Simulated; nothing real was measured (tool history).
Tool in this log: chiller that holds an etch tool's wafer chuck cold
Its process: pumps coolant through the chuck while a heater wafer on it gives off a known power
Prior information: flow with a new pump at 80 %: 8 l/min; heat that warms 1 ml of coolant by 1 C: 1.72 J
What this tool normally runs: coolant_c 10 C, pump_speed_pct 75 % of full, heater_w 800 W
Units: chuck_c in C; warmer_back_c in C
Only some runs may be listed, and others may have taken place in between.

run    hour  coolant_c  pump_speed_pct  heater_w  chuck_c  warmer_back_c
  1     0.0         10              75       800     16.8           3.82
  2   194.4         10              75       800     16.7           3.87
  3   347.8         10              75       800     17.1           3.83
  4   546.2         10              75       800     17.1           3.92
      565.8  -- chiller's thermometer calibrated
  5   701.7         10              75       800     17.5           3.85
  6   859.7         10              75       800     17.4           3.87
  7  1020.0         10              75       800     17.4           3.95
  8  1128.6         10              75       800     17.3           3.95
  9  1221.8         10              68       800     17.9           4.36
 10  1347.2         17              68       963     26.8           5.26
 11  1550.6         12              88       800     18.4           3.37
 12  1716.0         12              88       800     18.4           3.35
 13  1874.1         12              80       427     15.8           1.97
 14  2033.3         14              80       800     21.3           3.70
 15  2118.9         15              81       453     18.8           2.06
 16  2212.9         16              75       800     23.6           4.00
 17  2384.5         16              75       588     21.5           2.93

Forecast each of these 3 alternatives for the next run:
  A  2552.7         10              75       414        ?              ?
  B  2552.7         10              65       405        ?              ?
  C  2552.7          8              70       436        ?              ?

run  chuck_c  warmer_back_c
  A     14.0           2.08
  B     14.2           2.30
  C     12.3           2.38
With the hidden condition removed and each run's random variation left untouched, the same runs would have given:
run  chuck_c  warmer_back_c
  A     13.7           1.93
  B     13.8           2.13
  C     11.9           2.21
